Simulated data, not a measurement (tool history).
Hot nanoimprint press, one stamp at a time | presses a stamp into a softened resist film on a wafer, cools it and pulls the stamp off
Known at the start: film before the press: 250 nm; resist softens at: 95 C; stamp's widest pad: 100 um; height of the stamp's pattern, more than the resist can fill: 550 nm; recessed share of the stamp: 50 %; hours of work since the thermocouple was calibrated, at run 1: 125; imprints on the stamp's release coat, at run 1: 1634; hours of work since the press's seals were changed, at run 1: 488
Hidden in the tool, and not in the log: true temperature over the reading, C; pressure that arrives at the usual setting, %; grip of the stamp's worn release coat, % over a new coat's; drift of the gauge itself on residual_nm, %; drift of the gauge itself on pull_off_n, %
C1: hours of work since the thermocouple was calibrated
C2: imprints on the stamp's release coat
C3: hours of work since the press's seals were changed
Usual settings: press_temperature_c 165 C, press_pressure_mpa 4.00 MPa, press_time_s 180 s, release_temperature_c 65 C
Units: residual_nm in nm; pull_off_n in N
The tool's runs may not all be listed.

{"run": 1, "hour": 0.0, "press_temperature_c": 165, "press_pressure_mpa": 4.0, "press_time_s": 180, "release_temperature_c": 65, "C1": 125, "C2": 1634, "C3": 488, "residual_nm": 90.0, "pull_off_n": 116}
{"hour": 10.4, "done": "stamp cleaned and given a new release coat"}
{"run": 2, "hour": 57.6, "press_temperature_c": 165, "press_pressure_mpa": 4.0, "press_time_s": 180, "release_temperature_c": 65, "C1": 151, "C2": 160, "C3": 515, "residual_nm": 90.3, "pull_off_n": 112}
{"run": 3, "hour": 120.1, "press_temperature_c": 165, "press_pressure_mpa": 4.0, "press_time_s": 180, "release_temperature_c": 65, "C1": 184, "C2": 372, "C3": 548, "residual_nm": 90.1, "pull_off_n": 113}
{"run": 4, "hour": 167.0, "press_temperature_c": 165, "press_pressure_mpa": 4.0, "press_time_s": 180, "release_temperature_c": 65, "C1": 208, "C2": 531, "C3": 572, "residual_nm": 89.2, "pull_off_n": 114}
{"run": 5, "hour": 208.1, "press_temperature_c": 165, "press_pressure_mpa": 4.0, "press_time_s": 180, "release_temperature_c": 65, "C1": 230, "C2": 670, "C3": 594, "residual_nm": 90.3, "pull_off_n": 110}
{"run": 6, "hour": 233.9, "press_temperature_c": 165, "press_pressure_mpa": 4.0, "press_time_s": 180, "release_temperature_c": 65, "C1": 243, "C2": 757, "C3": 607, "residual_nm": 90.7, "pull_off_n": 110}
{"run": 7, "hour": 287.9, "press_temperature_c": 163, "press_pressure_mpa": 4.0, "press_time_s": 180, "release_temperature_c": 65, "C1": 271, "C2": 940, "C3": 635, "residual_nm": 101.2, "pull_off_n": 115}
{"run": 8, "hour": 320.6, "press_temperature_c": 165, "press_pressure_mpa": 4.0, "press_time_s": 209, "release_temperature_c": 65, "C1": 288, "C2": 1051, "C3": 652, "residual_nm": 84.4, "pull_off_n": 110}
{"run": 9, "hour": 382.3, "press_temperature_c": 165, "press_pressure_mpa": 4.0, "press_time_s": 180, "release_temperature_c": 51, "C1": 320, "C2": 1260, "C3": 684, "residual_nm": 90.4, "pull_off_n": 157}
{"run": 10, "hour": 440.5, "press_temperature_c": 165, "press_pressure_mpa": 4.0, "press_time_s": 180, "release_temperature_c": 51, "C1": 351, "C2": 1457, "C3": 715, "residual_nm": 88.9, "pull_off_n": 154}
{"run": 11, "hour": 473.0, "press_temperature_c": 165, "press_pressure_mpa": 4.0, "press_time_s": 180, "release_temperature_c": 51, "C1": 368, "C2": 1567, "C3": 731, "residual_nm": 89.9, "pull_off_n": 157}
{"hour": 500.7, "done": "stamp cleaned and given a new release coat"}
{"run": 12, "hour": 525.5, "press_temperature_c": 173, "press_pressure_mpa": 4.0, "press_time_s": 180, "release_temperature_c": 51, "C1": 392, "C2": 84, "C3": 756, "residual_nm": 58.3, "pull_off_n": 155}
{"run": 13, "hour": 560.4, "press_temperature_c": 173, "press_pressure_mpa": 4.0, "press_time_s": 180, "release_temperature_c": 51, "C1": 410, "C2": 202, "C3": 774, "residual_nm": 57.7, "pull_off_n": 153}
{"run": 14, "hour": 614.5, "press_temperature_c": 173, "press_pressure_mpa": 4.0, "press_time_s": 315, "release_temperature_c": 51, "C1": 438, "C2": 385, "C3": 802, "residual_nm": 44.4, "pull_off_n": 157}
{"run": 15, "hour": 665.0, "press_temperature_c": 164, "press_pressure_mpa": 4.61, "press_time_s": 180, "release_temperature_c": 65, "C1": 464, "C2": 556, "C3": 828, "residual_nm": 88.5, "pull_off_n": 113}
{"run": 16, "hour": 718.8, "press_temperature_c": 166, "press_pressure_mpa": 4.0, "press_time_s": 147, "release_temperature_c": 65, "C1": 492, "C2": 738, "C3": 856, "residual_nm": 92.6, "pull_off_n": 111}
{"run": 17, "hour": 778.8, "press_temperature_c": 166, "press_pressure_mpa": 3.26, "press_time_s": 147, "release_temperature_c": 64, "C1": 523, "C2": 941, "C3": 887, "residual_nm": 101.9, "pull_off_n": 118}
{"run": 18, "hour": 806.4, "press_temperature_c": 165, "press_pressure_mpa": 4.0, "press_time_s": 221, "release_temperature_c": 71, "C1": 538, "C2": 1035, "C3": 902, "residual_nm": 82.2, "pull_off_n": 91}
{"hour": 825.6, "done": "plate thermocouple calibrated"}
{"run": 19, "hour": 867.6, "press_temperature_c": 166, "press_pressure_mpa": 2.83, "press_time_s": 180, "release_temperature_c": 65, "C1": 22, "C2": 1232, "C3": 932, "residual_nm": 99.2, "pull_off_n": 117}
{"run": 20, "hour": 927.7, "press_temperature_c": 165, "press_pressure_mpa": 5.95, "press_time_s": 180, "release_temperature_c": 65, "C1": 53, "C2": 1436, "C3": 963, "residual_nm": 73.3, "pull_off_n": 111}
{"run": 21, "hour": 969.9, "press_temperature_c": 165, "press_pressure_mpa": 5.95, "press_time_s": 180, "release_temperature_c": 65, "C1": 75, "C2": 1578, "C3": 985, "residual_nm": 72.8, "pull_off_n": 116}
{"hour": 994.6, "done": "stamp cleaned and given a new release coat"}
{"run": 22, "hour": 1003.3, "press_temperature_c": 171, "press_pressure_mpa": 4.0, "press_time_s": 180, "release_temperature_c": 65, "C1": 89, "C2": 30, "C3": 1000, "residual_nm": 64.4, "pull_off_n": 114}
{"run": 23, "hour": 1039.3, "press_temperature_c": 162, "press_pressure_mpa": 4.74, "press_time_s": 153, "release_temperature_c": 65, "C1": 108, "C2": 151, "C3": 1018, "residual_nm": 104.8, "pull_off_n": 113}
{"run": 24, "hour": 1068.4, "press_temperature_c": 165, "press_pressure_mpa": 4.0, "press_time_s": 238, "release_temperature_c": 65, "C1": 123, "C2": 250, "C3": 1033, "residual_nm": 78.8, "pull_off_n": 114}
{"run": 25, "hour": 1120.2, "press_temperature_c": 165, "press_pressure_mpa": 4.0, "press_time_s": 238, "release_temperature_c": 72, "C1": 150, "C2": 425, "C3": 1060, "residual_nm": 79.2, "pull_off_n": 92}
{"run": 26, "hour": 1145.8, "press_temperature_c": 154, "press_pressure_mpa": 4.59, "press_time_s": 235, "release_temperature_c": 62, "C1": 163, "C2": 512, "C3": 1074, "residual_nm": 141.1, "pull_off_n": 124}
{"run": 27, "hour": 1197.6, "press_temperature_c": 154, "press_pressure_mpa": 4.59, "press_time_s": 146, "release_temperature_c": 62, "C1": 190, "C2": 687, "C3": 1101, "residual_nm": 163.3, "pull_off_n": 120}

3 ways to go on from here, each from the tool as it stands after run 27. What would each give?
{"run": "A", "hour": 1260.3, "press_temperature_c": 164, "press_pressure_mpa": 4.59, "press_time_s": 146, "release_temperature_c": 72, "C1": 223, "C2": 900, "C3": 1133, "residual_nm": "?", "pull_off_n": "?"}
{"run": "B", "hour": 1260.3, "press_temperature_c": 161, "press_pressure_mpa": 5.13, "press_time_s": 180, "release_temperature_c": 61, "C1": 223, "C2": 900, "C3": 1133, "residual_nm": "?", "pull_off_n": "?"}
{"run": "C", "hour": 1260.3, "press_temperature_c": 165, "press_pressure_mpa": 4.0, "press_time_s": 270, "release_temperature_c": 71, "C1": 223, "C2": 900, "C3": 1133, "residual_nm": "?", "pull_off_n": "?"}

run=A residual_nm=96.5 pull_off_n=94
run=B residual_nm=100.4 pull_off_n=125
run=C residual_nm=74.7 pull_off_n=95
Without the tool's hidden state the same runs would have given:
run=A residual_nm=96.4 pull_off_n=94
run=B residual_nm=100.2 pull_off_n=125
run=C residual_nm=74.5 pull_off_n=95

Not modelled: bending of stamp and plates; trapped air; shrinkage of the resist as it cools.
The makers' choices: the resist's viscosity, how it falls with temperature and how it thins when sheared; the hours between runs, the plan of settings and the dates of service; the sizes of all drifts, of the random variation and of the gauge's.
